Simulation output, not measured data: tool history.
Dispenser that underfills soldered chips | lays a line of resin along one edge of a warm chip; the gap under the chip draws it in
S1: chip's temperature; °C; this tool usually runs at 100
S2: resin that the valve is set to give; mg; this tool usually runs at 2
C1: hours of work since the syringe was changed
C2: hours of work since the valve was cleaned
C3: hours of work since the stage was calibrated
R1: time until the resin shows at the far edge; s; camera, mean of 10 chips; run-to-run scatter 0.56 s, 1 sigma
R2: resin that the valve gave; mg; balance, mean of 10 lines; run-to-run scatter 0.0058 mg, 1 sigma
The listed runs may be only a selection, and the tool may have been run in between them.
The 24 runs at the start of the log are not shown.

| run | hour | S1 | S2 | C1 | C2 | C3 | R1 | R2 |
|---|---|---|---|---|---|---|---|---|
|  | 134.4 | new syringe of resin |
| 25 | 136 | 100 | 2.3 | 1 | 29 | 179 | 52.2 | 2.269 |
|  | 142.4 | new syringe of resin |
| 26 | 143.5 | 98 | 2.18 | 1 | 34 | 185 | 55.6 | 2.143 |
|  | 150.6 | new syringe of resin |
| 27 | 151.2 | 98 | 2.18 | 0 | 39 | 190 | 54.8 | 2.141 |
| 28 | 156.9 | 98 | 2.18 | 5 | 43 | 194 | 78.1 | 2.134 |
|  | 159 | new syringe of resin |
| 29 | 161 | 98 | 2.18 | 1 | 46 | 197 | 58.3 | 2.129 |
| 30 | 164.8 | 98 | 2.34 | 4 | 49 | 199 | 74.8 | 2.285 |
|  | 167.1 | new syringe of resin |
| 31 | 168.6 | 88 | 2.17 | 1 | 51 | 202 | 87.2 | 2.123 |
| 32 | 172.6 | 101 | 2.24 | 4 | 54 | 205 | 65.8 | 2.183 |
|  | 175.3 | new syringe of resin |
| 33 | 176.6 | 95 | 2.27 | 1 | 57 | 207 | 62.4 | 2.206 |
| 34 | 180.5 | 100 | 2.27 | 4 | 59 | 210 | 64.8 | 2.212 |
|  | 183.6 | new syringe of resin |
| 35 | 187 | 109 | 2.35 | 2 | 64 | 215 | 42.5 | 2.289 |
|  | 189.4 | dispensing valve cleaned and set on the balance |
| 36 | 192.3 | 109 | 2.35 | 6 | 2 | 218 | 55.3 | 2.354 |

Below are 3 alternative next runs, each starting from the tool's condition after run 36. Predict each:
|  | 193.1 | new syringe of resin |
| A | 198.3 | 112 | 2.25 | 4 | 6 | 222 | ? | ? |
|  | 193.1 | new syringe of resin |
| B | 198.3 | 108 | 2.45 | 4 | 6 | 222 | ? | ? |
|  | 193.1 | new syringe of resin |
| C | 198.3 | 92 | 2.24 | 4 | 6 | 222 | ? | ? |

| run | R1 | R2 |
|---|---|---|
| A | 41.9 | 2.241 |
| B | 48.3 | 2.433 |
| C | 93.3 | 2.233 |
Stripped of hidden state, with their random variation kept, the same runs would have yielded:
| run | R1 | R2 |
|---|---|---|
| A | 28.6 | 2.248 |
| B | 33.1 | 2.44 |
| C | 63.9 | 2.24 |
